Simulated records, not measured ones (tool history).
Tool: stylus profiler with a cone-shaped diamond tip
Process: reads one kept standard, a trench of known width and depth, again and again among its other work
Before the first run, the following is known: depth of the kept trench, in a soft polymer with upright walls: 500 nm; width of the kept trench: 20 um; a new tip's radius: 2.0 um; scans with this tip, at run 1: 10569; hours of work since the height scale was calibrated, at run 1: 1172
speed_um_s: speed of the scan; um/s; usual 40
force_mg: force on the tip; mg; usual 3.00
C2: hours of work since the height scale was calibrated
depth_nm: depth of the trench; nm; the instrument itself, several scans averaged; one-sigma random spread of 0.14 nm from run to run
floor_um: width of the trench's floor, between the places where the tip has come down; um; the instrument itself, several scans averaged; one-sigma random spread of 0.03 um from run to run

run 1 hour=0.0 | speed_um_s=40 force_mg=3.00 | scans_with_this_tip=10569 C2=1172 | depth_nm=506.84 floor_um=15.56
run 2 hour=17.1 | speed_um_s=40 force_mg=3.00 | scans_with_this_tip=10690 C2=1185 | depth_nm=507.00 floor_um=15.54
run 3 hour=50.8 | speed_um_s=40 force_mg=3.00 | scans_with_this_tip=10929 C2=1212 | depth_nm=506.80 floor_um=15.46
run 4 hour=69.1 | speed_um_s=40 force_mg=3.00 | scans_with_this_tip=11058 C2=1226 | depth_nm=506.78 floor_um=15.44
run 5 hour=88.2 | speed_um_s=40 force_mg=3.00 | scans_with_this_tip=11193 C2=1241 | depth_nm=506.81 floor_um=15.43
run 6 hour=114.2 | speed_um_s=40 force_mg=3.00 | scans_with_this_tip=11377 C2=1261 | depth_nm=506.46 floor_um=15.43
run 7 hour=145.3 | speed_um_s=40 force_mg=3.00 | scans_with_this_tip=11596 C2=1286 | depth_nm=506.91 floor_um=15.43
run 8 hour=162.3 | speed_um_s=40 force_mg=3.00 | scans_with_this_tip=11717 C2=1299 | depth_nm=506.76 floor_um=15.37
run 9 hour=196.0 | speed_um_s=40 force_mg=3.00 | scans_with_this_tip=11955 C2=1325 | depth_nm=506.84 floor_um=15.29
run 10 hour=222.8 | speed_um_s=12 force_mg=3.00 | scans_with_this_tip=12145 C2=1346 | depth_nm=506.49 floor_um=15.39
run 11 hour=240.3 | speed_um_s=12 force_mg=3.00 | scans_with_this_tip=12268 C2=1360 | depth_nm=506.32 floor_um=15.36
run 12 hour=268.5 | speed_um_s=12 force_mg=3.00 | scans_with_this_tip=12467 C2=1382 | depth_nm=506.45 floor_um=15.32
run 13 hour=296.7 | speed_um_s=12 force_mg=3.00 | scans_with_this_tip=12667 C2=1404 | depth_nm=506.33 floor_um=15.33
run 14 hour=322.5 | speed_um_s=12 force_mg=3.00 | scans_with_this_tip=12849 C2=1425 | depth_nm=506.31 floor_um=15.32
run 15 hour=338.5 | speed_um_s=40 force_mg=2.18 | scans_with_this_tip=12962 C2=1437 | depth_nm=504.50 floor_um=15.22
-- hour=340.9 height scale calibrated on a step standard
run 16 hour=354.6 | speed_um_s=16 force_mg=2.18 | scans_with_this_tip=13072 C2=11 | depth_nm=502.44 floor_um=15.26
run 17 hour=379.4 | speed_um_s=16 force_mg=2.18 | scans_with_this_tip=13248 C2=30 | depth_nm=502.32 floor_um=15.27
-- hour=410.4 height scale calibrated on a step standard, once more
run 18 hour=411.3 | speed_um_s=16 force_mg=2.18 | scans_with_this_tip=13470 C2=1 | depth_nm=507.59 floor_um=15.23
run 19 hour=444.1 | speed_um_s=40 force_mg=2.87 | scans_with_this_tip=13702 C2=26 | depth_nm=509.28 floor_um=15.13
run 20 hour=463.2 | speed_um_s=40 force_mg=3.00 | scans_with_this_tip=13836 C2=41 | depth_nm=509.41 floor_um=15.07
run 21 hour=496.3 | speed_um_s=25 force_mg=3.00 | scans_with_this_tip=14070 C2=67 | depth_nm=509.60 floor_um=15.13
run 22 hour=510.9 | speed_um_s=57 force_mg=3.00 | scans_with_this_tip=14174 C2=79 | depth_nm=509.19 floor_um=14.95
run 23 hour=533.7 | speed_um_s=42 force_mg=3.00 | scans_with_this_tip=14335 C2=97 | depth_nm=509.08 floor_um=14.99
run 24 hour=563.8 | speed_um_s=87 force_mg=3.48 | scans_with_this_tip=14548 C2=120 | depth_nm=510.40 floor_um=14.92
run 25 hour=581.9 | speed_um_s=21 force_mg=6.28 | scans_with_this_tip=14676 C2=134 | depth_nm=515.46 floor_um=15.04
run 26 hour=607.5 | speed_um_s=23 force_mg=8.51 | scans_with_this_tip=14856 C2=154 | depth_nm=518.72 floor_um=15.10
run 27 hour=627.3 | speed_um_s=97 force_mg=2.15 | scans_with_this_tip=14997 C2=170 | depth_nm=507.35 floor_um=14.73
run 28 hour=649.7 | speed_um_s=47 force_mg=1.47 | scans_with_this_tip=15155 C2=188 | depth_nm=505.74 floor_um=14.84
-- hour=657.6 new tip fitted, height scale calibrated
run 29 hour=674.2 | speed_um_s=37 force_mg=1.77 | scans_with_this_tip=117 C2=13 | depth_nm=506.85 floor_um=17.22
run 30 hour=705.7 | speed_um_s=25 force_mg=5.07 | scans_with_this_tip=340 C2=38 | depth_nm=513.60 floor_um=17.31
run 31 hour=727.3 | speed_um_s=119 force_mg=7.25 | scans_with_this_tip=492 C2=55 | depth_nm=517.31 floor_um=17.07
run 32 hour=751.7 | speed_um_s=37 force_mg=2.66 | scans_with_this_tip=665 C2=74 | depth_nm=508.70 floor_um=17.15
run 33 hour=782.1 | speed_um_s=78 force_mg=1.19 | scans_with_this_tip=880 C2=98 | depth_nm=505.39 floor_um=16.83
run 34 hour=798.9 | speed_um_s=22 force_mg=3.00 | scans_with_this_tip=999 C2=111 | depth_nm=509.51 floor_um=17.13
run 35 hour=829.2 | speed_um_s=102 force_mg=1.87 | scans_with_this_tip=1212 C2=134 | depth_nm=506.69 floor_um=16.75
run 36 hour=856.9 | speed_um_s=102 force_mg=1.87 | scans_with_this_tip=1408 C2=156 | depth_nm=506.92 floor_um=16.72
run 37 hour=891.2 | speed_um_s=67 force_mg=1.67 | scans_with_this_tip=1651 C2=183 | depth_nm=506.04 floor_um=16.78
run 38 hour=911.6 | speed_um_s=40 force_mg=2.53 | scans_with_this_tip=1795 C2=199 | depth_nm=508.39 floor_um=16.88
run 39 hour=945.1 | speed_um_s=27 force_mg=2.67 | scans_with_this_tip=2032 C2=225 | depth_nm=508.42 floor_um=16.87
run 40 hour=972.5 | speed_um_s=21 force_mg=1.28 | scans_with_this_tip=2226 C2=247 | depth_nm=504.90 floor_um=16.81
run 41 hour=996.7 | speed_um_s=17 force_mg=2.53 | scans_with_this_tip=2397 C2=266 | depth_nm=508.02 floor_um=16.89
run 42 hour=1015.3 | speed_um_s=17 force_mg=1.38 | scans_with_this_tip=2528 C2=280 | depth_nm=504.95 floor_um=16.82
run 43 hour=1043.9 | speed_um_s=19 force_mg=2.45 | scans_with_this_tip=2730 C2=303 | depth_nm=507.92 floor_um=16.77
run 44 hour=1077.3 | speed_um_s=17 force_mg=3.61 | scans_with_this_tip=2966 C2=329 | depth_nm=510.27 floor_um=16.74
run 45 hour=1091.1 | speed_um_s=124 force_mg=3.00 | scans_with_this_tip=3064 C2=340 | depth_nm=508.76 floor_um=16.41

How would selected steps in depth_nm from run to run divide? Give the signed amount a tool lacking its hidden state would still show from settings, what came in and random variation, and the signed amount left for the hidden state, including any gauge scatter that is not in both of the compared results.
The hidden state here: radius of the tip, um; height scale over the true one, %; drift of the gauge itself on depth_nm, %; drift of the gauge itself on floor_um, %.
Run 15 -> 16: speed_um_s 40 -> 16, height scale calibrated on a step standard. depth_nm -2.06 nm: hidden state -1.95, all else -0.11.
Run 17 -> 18: height scale calibrated on a step standard, once more. depth_nm +5.27 nm: hidden state +5.35, all else -0.08.
Run 26 -> 27: speed_um_s 23 -> 97, force_mg 8.51 -> 2.15. depth_nm -11.37 nm: hidden state -0.04, all else -11.33.
Run 28 -> 29: speed_um_s 47 -> 37, force_mg 1.47 -> 1.77, new tip fitted, height scale calibrated. depth_nm +1.11 nm: hidden state +0.51, all else +0.60.
Run 29 -> 30: speed_um_s 37 -> 25, force_mg 1.77 -> 5.07. depth_nm +6.75 nm: hidden state -0.06, all else +6.81.
Run 31 -> 32: speed_um_s 119 -> 37, force_mg 7.25 -> 2.66. depth_nm -8.61 nm: hidden state -0.05, all else -8.56.
